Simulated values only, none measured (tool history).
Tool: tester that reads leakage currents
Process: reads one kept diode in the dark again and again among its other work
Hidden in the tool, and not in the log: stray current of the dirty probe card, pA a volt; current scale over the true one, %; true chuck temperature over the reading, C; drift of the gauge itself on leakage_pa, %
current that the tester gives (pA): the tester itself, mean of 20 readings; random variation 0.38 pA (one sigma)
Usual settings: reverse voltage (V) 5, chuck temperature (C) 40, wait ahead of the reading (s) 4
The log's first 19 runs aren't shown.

run    hour  reverse voltage (V)  chuck temperature (C)  wait ahead of the reading (s)  hours of work since the probe card was cleaned  hours of work since the tester was calibrated  hours of work since the chuck was calibrated  current that the tester gives (pA)
 20   566.6                    5                     40                              4                                            1354                                            731                                           552                              142.03
 21   604.6                  3.7                     47                              4                                            1374                                            751                                           572                              212.42
 22   645.4                  3.7                     47                              4                                            1395                                            772                                           593                              211.79
 23   680.4                  3.7                     47                              4                                            1413                                            790                                           611                              211.73
 24     718                  2.2                     25                              4                                            1432                                            809                                           630                               26.21
 25   739.5                  2.2                     25                              4                                            1443                                            820                                           641                               26.15
 26   778.4                  2.2                     25                              4                                            1463                                            840                                           661                               26.05
 27   811.4                18.62                     26                           1.01                                            1480                                            857                                           678                              114.18
      816.2  -- chuck's temperature calibrated
 28   840.6                18.62                     50                           0.45                                            1494                                            871                                            13                              689.83
      860.4  -- probe card cleaned and baked
 29   868.2                18.62                     50                           0.45                                               4                                            884                                            25                              657.84
 30   903.6                18.62                     50                           0.45                                              22                                            902                                            43                              659.12
 31   922.9                    5                     48                           2.51                                              32                                            912                                            53                              272.81
 32   940.7                 5.53                     45                           2.51                                              41                                            921                                            63                              224.18
 33   961.2                  3.8                     54                           1.02                                              52                                            932                                            73                              381.66
      969.6  -- chuck's temperature calibrated, once more
 34   993.3                12.92                     31                              4                                              67                                            947                                            12                                96.2
 35  1022.1                 1.17                     41                           1.23                                              82                                            962                                            27                                64.1
 36  1064.5                 1.17                     41                           1.23                                             104                                            984                                            49                               63.99
 37  1088.6                 1.17                     41                           6.87                                             117                                            997                                            61                               64.06
 38  1112.5                 1.32                     47                           0.46                                             129                                           1009                                            74                              113.69
 39  1154.2                  6.8                     47                            0.3                                             150                                           1030                                            95                              280.37

Forecast each of these 5 alternatives for the next run:
  A  1195.3                    5                     54                              4                                             172                                           1052                                           116                                   ?
  B  1195.3                 8.99                     59                           0.56                                             172                                           1052                                           116                                   ?
  C  1195.3                  6.8                     43                            0.3                                             172                                           1052                                           116                                   ?
  D  1195.3                    5                     28                           4.94                                             172                                           1052                                           116                                   ?
  E  1195.3                 7.99                     40                           1.13                                             172                                           1052                                           116                                   ?

run  current that the tester gives (pA)
  A                              408.21
  B                              829.51
  C                              203.19
  D                               44.65
  E                              166.09
Without the tool's hidden state the same runs would have given:
run  current that the tester gives (pA)
  A                              401.45
  B                              816.36
  C                              198.89
  D                               42.94
  E                              162.02

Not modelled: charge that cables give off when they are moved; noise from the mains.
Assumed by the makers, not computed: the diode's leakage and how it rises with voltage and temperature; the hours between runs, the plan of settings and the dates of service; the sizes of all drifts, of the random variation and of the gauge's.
